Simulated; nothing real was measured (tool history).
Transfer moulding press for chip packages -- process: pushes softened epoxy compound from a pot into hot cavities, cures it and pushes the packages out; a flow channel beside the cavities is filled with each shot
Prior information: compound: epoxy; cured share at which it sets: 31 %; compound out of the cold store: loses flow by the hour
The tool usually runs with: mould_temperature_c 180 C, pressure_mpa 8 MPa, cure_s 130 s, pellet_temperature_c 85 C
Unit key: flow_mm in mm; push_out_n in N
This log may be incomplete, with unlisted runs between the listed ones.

run   hour  mould_temperature_c  pressure_mpa  cure_s  pellet_temperature_c  incoming compound's hours out of the cold store  flow_mm  push_out_n
  1      0                  180             8     130                    85                                             31.3      792         659
  2    5.8                  180             8     130                    85                                             15.5      843         696
  3   11.2                  180             8     130                    85                                               13      853         739
  4   17.2                  180             8     130                    85                                             35.2      782         696
      23.3  -- cavities cleaned with cleaning compound and waxed
  5   24.9                  180             8     130                    85                                             36.1      778         445
  6   30.3                  180             8     130                    85                                             12.8      855         489
  7   36.8                  180             8     130                    85                                                9      869         492
  8   45.4                  180             8     130                    85                                             23.4      818         497
  9   51.3                  180             8     130                    85                                             41.4      760         498
 10   57.9                  180             8     130                    85                                             31.2      792         558
      61.6  -- plunger's sealing rings changed
 11   69.3                  180             8     130                    85                                             24.8      838         584
 12   74.9                  180             8     130                    85                                             19.1      856         592
 13   82.9                  180             8     130                    85                                              8.9      893         617
 14   87.5                  180             8     130                    85                                              9.1      895         647
 15   94.6                  180             8     130                    85                                             32.8      810         650
 16  104.5                  180             8     130                    85                                             23.6      840         632
 17  113.7                  180             8     130                    85                                             45.2      771         632
 18    119                  179          8.76     111                    83                                             13.2      921        1002
 19    126                  179             8     111                    85                                             23.2      847        1015
 20  130.2                  179             8     111                    85                                             45.9      773         952
 21  135.3                  179          6.08     142                    85                                             28.6      720         654
 22  140.9                  180             8     157                    85                                             34.5      804         583
 23  144.9                  177             8     148                    82                                             44.1      786         677
 24  152.5                  181             8     130                    85                                             12.9      872         727
     154.9  -- cavities cleaned with cleaning compound and waxed
 25    160                  178          7.41     153                    85                                             30.5      793         387
 26  164.7                  180             8     130                    77                                              9.5      890         502
 27  172.8                  174             8     149                    89                                             22.6      863         535
 28  182.3                  174             8     149                    89                                             10.5      907         620
 29  188.9                  174          6.63     134                    85                                             32.3      758         713

Hidden state or all else? Some run-to-run changes of flow_mm, split into what the settings, what came in and random variation would give without the hidden state, and what is left for the hidden state (with any gauge scatter that isn't in both results):
Hidden state present: true mould temperature over the reading, C; pressure that reaches the compound, % of what is set; grip of the stained cavities, % over clean ones'; drift of the gauge itself on flow_mm, %; drift of the gauge itself on push_out_n, %.
Run 1 -> 2: nothing adjusted, nothing logged. flow_mm +51 mm: hidden state -2, all else +53.
Run 10 -> 11: plunger's sealing rings changed. flow_mm +46 mm: hidden state +26, all else +20.
Run 17 -> 18: mould_temperature_c 180 -> 179, pressure_mpa 8 -> 8.76, cure_s 130 -> 111, pellet_temperature_c 85 -> 83. flow_mm +150 mm: hidden state -1, all else +151.
Run 28 -> 29: pressure_mpa 8 -> 6.63, cure_s 149 -> 134, pellet_temperature_c 89 -> 85. flow_mm -149 mm: hidden state +1, all else -150.
